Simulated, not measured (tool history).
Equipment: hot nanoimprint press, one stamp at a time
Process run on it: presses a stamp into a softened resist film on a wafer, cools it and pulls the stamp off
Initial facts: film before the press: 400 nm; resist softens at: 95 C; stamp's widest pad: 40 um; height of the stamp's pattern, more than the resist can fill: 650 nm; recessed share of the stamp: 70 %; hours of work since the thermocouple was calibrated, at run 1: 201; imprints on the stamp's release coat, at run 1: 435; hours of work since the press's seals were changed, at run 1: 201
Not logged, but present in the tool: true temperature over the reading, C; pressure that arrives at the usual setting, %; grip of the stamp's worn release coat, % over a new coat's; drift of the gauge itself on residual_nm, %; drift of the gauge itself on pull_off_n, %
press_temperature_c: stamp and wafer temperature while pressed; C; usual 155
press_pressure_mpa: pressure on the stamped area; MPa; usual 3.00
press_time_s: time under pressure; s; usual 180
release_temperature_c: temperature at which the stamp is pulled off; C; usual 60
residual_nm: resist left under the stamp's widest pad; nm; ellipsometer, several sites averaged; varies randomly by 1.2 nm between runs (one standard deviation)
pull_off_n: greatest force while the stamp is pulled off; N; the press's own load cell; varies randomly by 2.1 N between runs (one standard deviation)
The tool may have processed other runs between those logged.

run,hour,press_temperature_c,press_pressure_mpa,press_time_s,release_temperature_c,hours of work since the thermocouple was calibrated,imprints on the stamp's release coat,hours of work since the press's seals were changed,residual_nm,pull_off_n
1,0.0,155,3.00,180,60,201,435,201,214.1,99
2,77.8,155,3.00,180,60,239,593,239,215.4,105
3,162.6,156,3.00,180,60,281,765,281,209.7,107
4,215.4,155,3.00,180,65,307,872,307,216.7,99
5,265.3,155,4.01,180,60,331,973,331,185.7,109
# hour 280.7: plate thermocouple calibrated
6,341.2,156,4.01,180,60,30,1121,367,184.0,113
7,408.6,156,4.01,180,60,63,1258,400,184.4,122
8,445.0,156,4.01,180,60,81,1332,418,184.3,123
9,483.2,155,3.00,180,60,99,1409,437,225.3,121
# hour 504.6: stamp cleaned and given a new release coat
10,551.0,155,3.00,180,60,130,94,467,223.2,98
11,616.4,155,3.00,180,60,162,226,500,224.6,102
# hour 652.0: plate thermocouple calibrated, once more
12,704.0,155,3.00,180,60,26,398,541,208.3,99
13,749.8,155,3.00,180,60,48,491,564,211.0,102
# hour 779.4: press's hydraulic seals changed and the load cell set to zero
14,802.3,155,3.00,180,60,70,581,11,208.1,100
15,864.6,155,3.00,180,60,101,708,42,210.3,105
16,940.8,155,4.69,285,64,138,862,79,139.5,97
17,1002.1,166,2.29,236,66,168,986,109,163.5,95
18,1051.7,166,2.29,236,66,193,1087,134,164.5,95
19,1106.3,163,2.58,102,60,219,1198,161,217.2,114
20,1151.1,144,2.12,102,67,241,1289,183,355.6,97
# hour 1233.5: stamp cleaned and given a new release coat
21,1235.0,155,2.11,180,47,280,3,221,254.0,125
22,1318.6,149,2.58,348,61,321,172,262,231.7,97
# hour 1355.0: plate thermocouple calibrated
23,1401.2,149,2.58,348,61,23,334,301,228.6,101
24,1457.1,155,3.00,180,47,50,447,329,211.5,127
25,1499.4,162,3.00,100,47,71,533,349,207.0,139
26,1544.1,155,3.00,291,61,93,624,371,186.3,95
27,1602.8,147,2.98,96,63,122,743,400,308.2,97
28,1672.9,147,2.98,96,63,156,885,435,310.8,92
29,1742.9,158,4.31,160,63,191,1027,469,166.6,106

What if the next run were any one of these 5? Each begins from the tool's condition after run 29:
A,1786.9,146,4.31,160,63,212,1116,491,?,?
B,1786.9,165,3.00,159,48,212,1116,491,?,?
C,1786.9,162,4.31,134,63,212,1116,491,?,?
D,1786.9,157,4.31,160,66,212,1116,491,?,?
E,1786.9,157,3.00,180,49,212,1116,491,?,?

run,residual_nm,pull_off_n
A,245.5,105
B,165.1,139
C,156.5,104
D,170.9,99
E,203.0,143
With the hidden condition removed and each run's random variation left untouched, the same runs would have given:
run,residual_nm,pull_off_n
A,236.5,88
B,159.7,117
C,150.4,87
D,164.1,83
E,196.4,121
